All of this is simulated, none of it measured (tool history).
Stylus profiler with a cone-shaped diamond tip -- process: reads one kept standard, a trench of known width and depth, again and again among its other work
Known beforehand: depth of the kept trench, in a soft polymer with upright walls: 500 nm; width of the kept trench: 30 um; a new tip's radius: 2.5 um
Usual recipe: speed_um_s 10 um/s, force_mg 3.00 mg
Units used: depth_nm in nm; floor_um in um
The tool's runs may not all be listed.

run     day  speed_um_s  force_mg  depth_nm  floor_um
  1   0.000          10      3.00    506.47     26.99
  2   2.212           2      3.00    506.45     26.87
  3   4.117          10      6.73    511.08     26.74
  4   5.329          10      6.73    510.93     26.60
  5   7.075          10      3.00    506.14     26.57
  6   8.479          10      3.20    506.34     26.40
  7  10.458          10      3.20    506.53     26.34
  8  12.171          10      3.20    506.44     26.20
  9  14.500          10      3.20    506.10     26.10
 10  16.800          10      3.20    506.38     26.01
 11  18.342          10      3.20    506.03     25.94
 12  19.496          10      3.20    506.01     25.84
 13  21.408          10      3.20    505.96     25.71
 14  23.550           5      3.20    505.88     25.72
 15  25.096          22      3.00    505.53     25.51
 16  26.800          22      3.00    505.50     25.43
 17  28.383          22      3.00    505.28     25.32
     28.571  -- height scale calibrated on a step standard
 18  30.196          22      3.00    504.95     25.31
 19  32.483          10      3.00    504.73     25.27
 20  34.158          10      4.37    506.49     25.11
 21  35.121          10      4.37    506.55     25.16
 22  36.446          10      4.37    506.60     25.06
 23  37.696          10      4.37    506.42     25.03
     37.921  -- height scale calibrated on a step standard, once more
     39.017  -- new tip fitted, height scale calibrated
 24  39.625           4      1.18    503.77     27.05
 25  41.338           5      1.37    503.97     26.86
 26  43.438           5      1.37    503.96     26.69
 27  44.579           2      2.40    505.68     26.69
 28  46.733           3      2.40    505.45     26.55
 29  48.067           9      2.40    505.47     26.41
 30  49.308           5      3.69    507.27     26.44
 31  50.604           5      3.69    507.13     26.31
 32  51.679           5      3.69    507.17     26.27
 33  52.658           5      3.69    507.18     26.23
 34  54.179          15      4.54    508.24     26.10
 35  56.312          15      4.54    508.23     25.95
 36  57.550          21      2.65    505.39     25.84
 37  59.567          21      2.65    505.55     25.78
 38  61.046          21      2.65    505.41     25.69
 39  62.925           4      1.64    503.69     25.63
 40  64.596           4      1.09    502.49     25.56
 41  66.475           3      2.37    504.57     25.49
 42  68.100           2      7.33    511.04     25.45
 43  69.496           2      1.99    504.03     25.39
 44  71.483          35      7.16    510.63     25.23
 45  73.317           5      1.74    503.52     25.22

Consider 3 possible next runs. They are alternatives, not a sequence: every one starts from the tool as it was left by run 45. What does each give?
  A  75.567          15      3.93         ?         ?
  B  75.567          24      3.00         ?         ?
  C  75.567          10      1.28         ?         ?

run  depth_nm  floor_um
  A    506.54     25.14
  B    505.20     25.02
  C    502.41     25.06
The same runs, with their run-to-run variation unchanged, on a tool lacking any hidden condition would have given:
run  depth_nm  floor_um
  A    507.76     27.02
  B    506.42     26.90
  C    503.63     26.94
